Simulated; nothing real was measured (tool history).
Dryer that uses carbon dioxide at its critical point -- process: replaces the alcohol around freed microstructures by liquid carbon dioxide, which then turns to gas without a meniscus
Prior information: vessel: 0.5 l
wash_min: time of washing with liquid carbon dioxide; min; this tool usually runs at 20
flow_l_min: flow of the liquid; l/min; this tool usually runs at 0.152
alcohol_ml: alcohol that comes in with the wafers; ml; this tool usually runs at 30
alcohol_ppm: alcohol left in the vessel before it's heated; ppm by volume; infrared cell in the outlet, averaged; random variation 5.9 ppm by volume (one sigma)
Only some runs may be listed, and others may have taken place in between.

run 1 hour=0 | wash_min=20 flow_l_min=0.152 alcohol_ml=30 | alcohol_ppm=383
run 2 hour=19.4 | wash_min=20 flow_l_min=0.152 alcohol_ml=30 | alcohol_ppm=412
run 3 hour=29.8 | wash_min=20 flow_l_min=0.152 alcohol_ml=23 | alcohol_ppm=344
run 4 hour=43.9 | wash_min=20 flow_l_min=0.152 alcohol_ml=65 | alcohol_ppm=815
run 5 hour=54.6 | wash_min=20 flow_l_min=0.152 alcohol_ml=65 | alcohol_ppm=790
run 6 hour=67.7 | wash_min=20 flow_l_min=0.222 alcohol_ml=65 | alcohol_ppm=179
run 7 hour=86.4 | wash_min=20 flow_l_min=0.152 alcohol_ml=29 | alcohol_ppm=420
run 8 hour=97.2 | wash_min=20 flow_l_min=0.152 alcohol_ml=29 | alcohol_ppm=436
run 9 hour=118.7 | wash_min=20 flow_l_min=0.152 alcohol_ml=29 | alcohol_ppm=449
run 10 hour=138.9 | wash_min=20 flow_l_min=0.152 alcohol_ml=30 | alcohol_ppm=466
run 11 hour=148.9 | wash_min=20 flow_l_min=0.152 alcohol_ml=30 | alcohol_ppm=459
run 12 hour=157.9 | wash_min=20 flow_l_min=0.152 alcohol_ml=30 | alcohol_ppm=461
run 13 hour=177 | wash_min=20 flow_l_min=0.152 alcohol_ml=30 | alcohol_ppm=486
run 14 hour=191.6 | wash_min=31 flow_l_min=0.115 alcohol_ml=72 | alcohol_ppm=453
run 15 hour=204.7 | wash_min=13 flow_l_min=0.098 alcohol_ml=57 | alcohol_ppm=12855
run 16 hour=214.4 | wash_min=13 flow_l_min=0.098 alcohol_ml=57 | alcohol_ppm=12832
run 17 hour=234.1 | wash_min=20 flow_l_min=0.136 alcohol_ml=32 | alcohol_ppm=778
run 18 hour=243.3 | wash_min=16 flow_l_min=0.219 alcohol_ml=96 | alcohol_ppm=769

The next listed run, before its measurement:
run 19 hour=252.3 | wash_min=25 flow_l_min=0.109 alcohol_ml=96 | alcohol_ppm=?

alcohol_ppm: 2039 ppm by volume
Minus the tool's unlogged condition, the same run would have read alcohol_ppm 1060 ppm by volume.
